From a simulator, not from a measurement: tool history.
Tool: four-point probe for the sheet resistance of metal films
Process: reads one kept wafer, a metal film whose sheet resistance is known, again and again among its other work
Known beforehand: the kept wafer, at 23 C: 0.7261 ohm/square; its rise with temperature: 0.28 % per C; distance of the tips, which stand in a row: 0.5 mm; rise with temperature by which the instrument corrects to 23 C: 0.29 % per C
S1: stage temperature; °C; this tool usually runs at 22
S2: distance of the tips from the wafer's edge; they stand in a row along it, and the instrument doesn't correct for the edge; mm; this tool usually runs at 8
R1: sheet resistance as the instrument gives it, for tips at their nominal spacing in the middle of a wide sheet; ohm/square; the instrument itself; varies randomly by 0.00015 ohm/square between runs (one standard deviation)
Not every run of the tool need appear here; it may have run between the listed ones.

| run | hour | S1 | S2 | R1 |
|---|---|---|---|---|
| 1 | 0 | 22 | 8 | 0.72803 |
| 2 | 53 | 25 | 8 | 0.727679 |
| 3 | 102.5 | 22 | 8 | 0.728363 |
| 4 | 132.5 | 22 | 8 | 0.727949 |
| 5 | 168 | 34 | 8 | 0.727236 |
| 6 | 229.1 | 34 | 8 | 0.72722 |
| 7 | 271.8 | 34 | 8 | 0.727125 |
| 8 | 305.7 | 34 | 8 | 0.727293 |
| 9 | 338.3 | 30 | 8 | 0.727264 |
| 10 | 390.2 | 22 | 6 | 0.729481 |
| 11 | 438.1 | 22 | 8 | 0.728325 |
| 12 | 502 | 18 | 8 | 0.729 |
| 13 | 553.7 | 18 | 8 | 0.728803 |
| 14 | 588.4 | 18 | 8 | 0.729052 |
| 15 | 621 | 22 | 12 | 0.727944 |
| 16 | 670.1 | 19 | 7 | 0.729403 |
| 17 | 726.3 | 19 | 7 | 0.729574 |
| 18 | 771.1 | 22 | 8 | 0.728621 |
| 19 | 806 | 35 | 53 | 0.726299 |
| 20 | 868.6 | 31 | 4 | 0.732517 |
| 21 | 920.3 | 34 | 3 | 0.737307 |
| 22 | 962 | 24 | 45 | 0.727475 |
| 23 | 1026.7 | 24 | 12 | 0.728076 |
| 24 | 1080.8 | 22 | 41 | 0.727965 |
| 25 | 1132.3 | 28 | 15 | 0.727664 |
| 26 | 1189.6 | 18 | 11 | 0.728959 |
| 27 | 1250 | 23 | 7 | 0.729764 |

Below, some changes in R1 between adjacent runs. For each, the amount present without the hidden state too (settings, incoming material, random variation) and the amount remaining for the hidden state with gauge scatter not shared by both compared results:
Hidden state present: inner tips' distance over the nominal, %; tips' flats over new ones', %; wafer's true temperature over the reading, C; drift of the gauge itself on sheet_ohm, %.
Run 11 -> 12: S1 22 -> 18. R1 +0.000675 ohm/square: hidden state +0.000081, all else +0.000594.
Run 19 -> 20: S1 35 -> 31, S2 53 -> 4. R1 +0.006218 ohm/square: hidden state +0.000074, all else +0.006144.
Run 21 -> 22: S1 34 -> 24, S2 3 -> 45. R1 -0.009832 ohm/square: hidden state +0.000013, all else -0.009845.
Run 26 -> 27: S1 18 -> 23, S2 11 -> 7. R1 +0.000805 ohm/square: hidden state +0.000083, all else +0.000722.

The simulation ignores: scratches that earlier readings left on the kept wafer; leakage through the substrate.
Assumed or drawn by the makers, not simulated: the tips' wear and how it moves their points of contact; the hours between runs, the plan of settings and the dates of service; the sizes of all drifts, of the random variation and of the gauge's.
